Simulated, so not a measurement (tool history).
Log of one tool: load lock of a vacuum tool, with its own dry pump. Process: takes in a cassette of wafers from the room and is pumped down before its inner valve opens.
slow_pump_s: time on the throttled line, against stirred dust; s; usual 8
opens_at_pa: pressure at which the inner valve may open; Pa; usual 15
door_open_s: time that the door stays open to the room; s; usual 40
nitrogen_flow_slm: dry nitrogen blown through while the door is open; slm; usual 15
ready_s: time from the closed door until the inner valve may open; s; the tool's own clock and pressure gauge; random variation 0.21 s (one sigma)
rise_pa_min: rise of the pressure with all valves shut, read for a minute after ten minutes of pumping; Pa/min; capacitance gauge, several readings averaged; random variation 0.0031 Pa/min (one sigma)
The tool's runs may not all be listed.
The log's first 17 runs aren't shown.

run     hour  slow_pump_s  opens_at_pa  door_open_s  nitrogen_flow_slm  incoming humidity of the room's air, %  ready_s  rise_pa_min
 18   8460.1            8           15           40                 15                                    44.2       20         0.26
 19   8989.1            8           15           40                 15                                    47.4     19.4        0.277
 20   9621.4            8           29           40                 23                                    42.9     18.3        0.283
      9782.2  -- door's seal changed, seat wiped
 21   9901.1            8           29           40                 23                                    43.7     18.6        0.061
 22    10374            8           29          153                 37                                    46.5     19.1        0.085
 23  10929.1            8           17           35                 15                                    42.6     19.5        0.075
 24    11417            6           10           37                 17                                    43.3     18.9        0.077
 25  12032.2            5           15           31                  8                                    41.7     17.9        0.093
 26  12595.9            5           15           31                  8                                    43.2     17.7        0.101
 27  13012.2            5           15          165                 43                                    44.3     17.7        0.105
 28  13527.9            5           15          165                 43                                    47.8       18        0.128
 29  13891.8            5           15          233                 44                                    46.1     18.1        0.128
 30  14187.9            5           15          233                 44                                    47.2     18.2        0.143
 31  14479.8           13           11          100                 10                                    45.2     24.4        0.158
 32  15044.5            5           15          201                 15                                    45.2     18.2         0.19
 33  15433.6           15           10           49                  5                                    46.4     25.9        0.178
     15492.8  -- dry pump taken out, an overhauled one fitted
 34  15788.6           15           10           49                  5                                    44.5     23.8        0.178
 35  16091.9            7           20           51                  5                                    46.6     17.2        0.201

The next listed run, before its measurement:
 36  16599.9            7           20           51                 26                                    42.6        ?            ?

Run 36 gave ready_s 17.4 s, rise_pa_min 0.182 Pa/min.
Without the tool's hidden state the same run would have given ready_s 17.2 s, rise_pa_min 0.059 Pa/min.
